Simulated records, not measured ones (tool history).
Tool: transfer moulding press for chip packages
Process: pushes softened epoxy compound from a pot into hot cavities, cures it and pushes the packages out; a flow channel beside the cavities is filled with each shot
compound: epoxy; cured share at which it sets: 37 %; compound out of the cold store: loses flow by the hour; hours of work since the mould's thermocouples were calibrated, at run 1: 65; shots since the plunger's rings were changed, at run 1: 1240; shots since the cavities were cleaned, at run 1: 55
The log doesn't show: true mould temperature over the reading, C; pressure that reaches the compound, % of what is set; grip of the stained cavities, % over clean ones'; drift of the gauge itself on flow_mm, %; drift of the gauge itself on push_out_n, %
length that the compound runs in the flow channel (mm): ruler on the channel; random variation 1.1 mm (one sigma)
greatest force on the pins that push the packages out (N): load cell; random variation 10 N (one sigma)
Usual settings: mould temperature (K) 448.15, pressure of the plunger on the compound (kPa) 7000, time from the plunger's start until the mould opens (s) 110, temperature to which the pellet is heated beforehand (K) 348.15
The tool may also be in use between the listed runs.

run,day,mould temperature (K),pressure of the plunger on the compound (kPa),time from the plunger's start until the mould opens (s),temperature to which the pellet is heated beforehand (K),hours of work since the mould's thermocouples were calibrated,shots since the plunger's rings were changed,shots since the cavities were cleaned,incoming compound's hours out of the cold store,length that the compound runs in the flow channel (mm),greatest force on the pins that push the packages out (N)
1,0.000,448.15,7000,110,348.15,65,1240,55,14.2,906,525
2,0.304,448.15,7000,110,345.15,68,1293,108,43.6,821,544
3,0.854,448.15,7000,110,345.15,74,1391,206,20.2,889,622
4,1.333,448.15,7000,135,348.15,78,1476,291,26.9,869,586
5,1.883,451.15,7000,135,348.15,84,1575,390,47.8,795,641
# day 2.429: cavities cleaned with cleaning compound and waxed
6,2.529,448.15,7000,110,357.15,90,1678,18,47.1,810,477
7,3.096,448.15,7000,110,357.15,96,1779,119,24.6,873,572
8,3.496,448.15,7000,110,357.15,100,1850,190,25.1,871,624
9,3.829,448.15,7000,110,348.15,103,1909,249,35.4,840,648
10,4.088,448.15,7000,110,348.15,106,1955,295,34.4,841,693
11,4.600,448.15,7000,110,348.15,111,2046,386,39.4,828,716
12,4.971,441.15,7000,110,348.15,115,2112,452,37.2,868,1236
# day 5.138: cavities cleaned with cleaning compound and waxed
13,5.283,448.15,7000,110,348.15,117,2157,27,26.0,866,505
14,5.592,454.15,7000,125,348.15,121,2211,81,23.7,845,441
15,5.929,454.15,8350,138,348.15,124,2271,141,12.7,957,480
16,6.433,455.15,8030,108,349.15,129,2360,230,13.2,933,538
17,7.042,444.15,7430,108,348.15,135,2469,339,9.3,964,1016
18,7.608,452.15,8590,145,357.15,141,2569,439,15.7,969,639
# day 7.867: cavities cleaned with cleaning compound and waxed
19,7.950,452.15,8590,145,357.15,144,2619,15,26.5,935,410
20,8.404,453.15,8600,145,357.15,149,2699,95,27.4,927,456
21,8.858,453.15,8600,145,357.15,153,2781,177,43.6,879,494
22,9.133,448.15,7000,93,349.15,156,2830,226,19.8,882,854
23,9.500,448.15,7000,93,349.15,160,2895,291,13.6,899,969
24,9.988,454.15,7800,127,346.15,165,2981,377,22.5,892,591
25,10.458,448.15,6000,109,348.15,170,3065,461,10.6,840,787
# day 10.612: cavities cleaned with cleaning compound and waxed
26,11.025,441.15,5210,110,348.15,175,3154,73,40.1,737,868

3 ways to go on from here, each from the tool as it stands after run 26. What would each give?
A,11.492,454.15,5370,110,348.15,179,3237,156,21.6,?,?
B,11.492,441.15,6010,110,339.15,179,3237,156,41.4,?,?
C,11.492,448.15,7000,121,348.15,179,3237,156,25.3,?,?

run,length that the compound runs in the flow channel (mm),greatest force on the pins that push the packages out (N)
A,743,502
B,788,942
C,862,510
Without the tool's hidden state the same runs would have given:
run,length that the compound runs in the flow channel (mm),greatest force on the pins that push the packages out (N)
A,760,393
B,805,714
C,881,395
